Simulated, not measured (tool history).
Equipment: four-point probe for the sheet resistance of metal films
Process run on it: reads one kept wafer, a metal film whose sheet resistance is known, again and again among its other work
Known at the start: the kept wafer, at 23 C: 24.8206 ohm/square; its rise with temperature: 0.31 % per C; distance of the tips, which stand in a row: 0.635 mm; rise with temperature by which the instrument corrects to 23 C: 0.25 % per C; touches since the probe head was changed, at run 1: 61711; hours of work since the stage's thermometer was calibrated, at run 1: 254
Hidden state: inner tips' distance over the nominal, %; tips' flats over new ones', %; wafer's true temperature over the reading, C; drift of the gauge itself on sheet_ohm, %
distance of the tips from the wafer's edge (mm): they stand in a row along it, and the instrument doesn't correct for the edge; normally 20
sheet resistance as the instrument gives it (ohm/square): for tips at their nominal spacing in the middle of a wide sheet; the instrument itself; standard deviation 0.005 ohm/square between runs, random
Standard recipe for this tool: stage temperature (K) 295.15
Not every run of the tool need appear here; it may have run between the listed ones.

run    hour  stage temperature (K)  distance of the tips from the wafer's edge (mm)  touches since the probe head was changed  hours of work since the stage's thermometer was calibrated  sheet resistance as the instrument gives it (ohm/square)
  1       0                 295.15                                               20                                     61711                                                         254                                                 24.899008
  2    59.9                 295.15                                               20                                     63527                                                         298                                                 24.895553
  3   137.2                 295.15                                               20                                     65869                                                         354                                                 24.908973
  4   181.7                 295.15                                               66                                     67216                                                         386                                                 24.897023
  5   228.4                 295.15                                               66                                     68631                                                         420                                                 24.898946
  6   302.5                 295.15                                               66                                     70877                                                         474                                                 24.901414
  7   353.5                 295.15                                               66                                     72423                                                         511                                                 24.909874
  8   442.4                 295.15                                               20                                     75117                                                         576                                                 24.927121
  9   526.5                 295.15                                               20                                     77665                                                         637                                                 24.927009
 10   599.6                 295.15                                               20                                     79879                                                         690                                                 24.946258
 11   665.1                 295.15                                               20                                     81866                                                         737                                                 24.941654
 12   710.1                 295.15                                               20                                     83227                                                         770                                                 24.944021
 13   783.5                 295.15                                               20                                     85452                                                         823                                                 24.950016
 14     833                 295.15                                               20                                     86954                                                         859                                                 24.946213
 15   909.3                 295.15                                               13                                     89266                                                         915                                                 24.966444
 16     957                 295.15                                               13                                     90710                                                         949                                                 24.980903
 17  1045.6                 296.15                                               20                                     93395                                                        1014                                                 25.000906
 18  1124.1                 296.15                                               20                                     95773                                                        1071                                                 24.995323
 19  1166.8                 295.15                                               20                                     97067                                                        1102                                                 24.983493
 20  1222.1                 295.15                                               20                                     98745                                                        1142                                                 24.974914
 21  1279.7                 295.15                                               20                                    100489                                                        1184                                                 24.979048
 22  1349.9                 295.15                                               20                                    102618                                                        1235                                                 24.985579
 23  1402.4                 295.15                                               20                                    104207                                                        1273                                                 24.988731
 24  1439.9                 293.15                                               14                                    105343                                                        1300                                                  24.97698
 25  1511.5                 293.15                                               14                                    107514                                                        1352                                                 24.991739
 26    1583                 296.15                                                4                                    109680                                                        1404                                                 25.350578
 27    1629                 296.15                                                4                                    111073                                                        1438                                                 25.340708
 28  1709.7                 295.15                                                4                                    113520                                                        1496                                                 25.334951
     1714.9  -- stage's thermometer calibrated
 29    1764                 295.15                                                4                                    115149                                                          36                                                  25.34441
 30  1833.5                 305.15                                                3                                    117257                                                          86                                                 25.765686
 31  1878.1                 305.15                                                3                                    118607                                                         119                                                 25.780352
 32  1967.3                 296.15                                               10                                    121312                                                         183                                                 25.096532
 33  2004.3                 296.15                                               10                                    122430                                                         210                                                 25.110521
 34  2085.6                 295.15                                                5                                    124894                                                         269                                                 25.260479
     2132.7  -- stage's thermometer calibrated, once more
 35  2142.2                 295.15                                                5                                    126596                                                           7                                                 25.224353
 36  2219.1                 299.15                                               14                                    128924                                                          63                                                 25.103583
 37  2281.3                 303.15                                                8                                    130809                                                         108                                                  25.22923
 38  2335.6                 303.15                                                8                                    132455                                                         147                                                 25.237382
 39  2404.2                 304.15                                               28                                    134534                                                         197                                                 25.169802
 40  2465.2                 298.15                                               22                                    136381                                                         241                                                 25.090393
 41  2524.3                 297.15                                               74                                    138174                                                         284                                                 25.074007
 42  2606.6                 296.15                                               23                                    140667                                                         344                                                 25.077397
 43  2662.7                 296.15                                                7                                    142367                                                         385                                                 25.173706
 44  2754.2                 299.15                                               11                                    145140                                                         451                                                 25.168322
 45  2809.4                 299.15                                               11                                    146813                                                         492                                                 25.169874

Hidden state at the last listed run before each entry between runs and at the first one after, where it differs:
Runs 28 to 29: stage's thermometer calibrated (hour 1714.9)
  inner tips' distance over the nominal, %: 0.659 -> 0.671; wafer's true temperature over the reading, C: 0.24 -> 0.37
  measured result minus the result with no hidden state, sheet resistance as the instrument gives it (ohm/square): +0.197973 -> +0.212003
Runs 34 to 35: stage's thermometer calibrated, once more (hour 2132.7)
  inner tips' distance over the nominal, %: 0.739 -> 0.751; wafer's true temperature over the reading, C: 0.43 -> 0.04
  measured result minus the result with no hidden state, sheet resistance as the instrument gives it (ohm/square): +0.233802 -> +0.206739
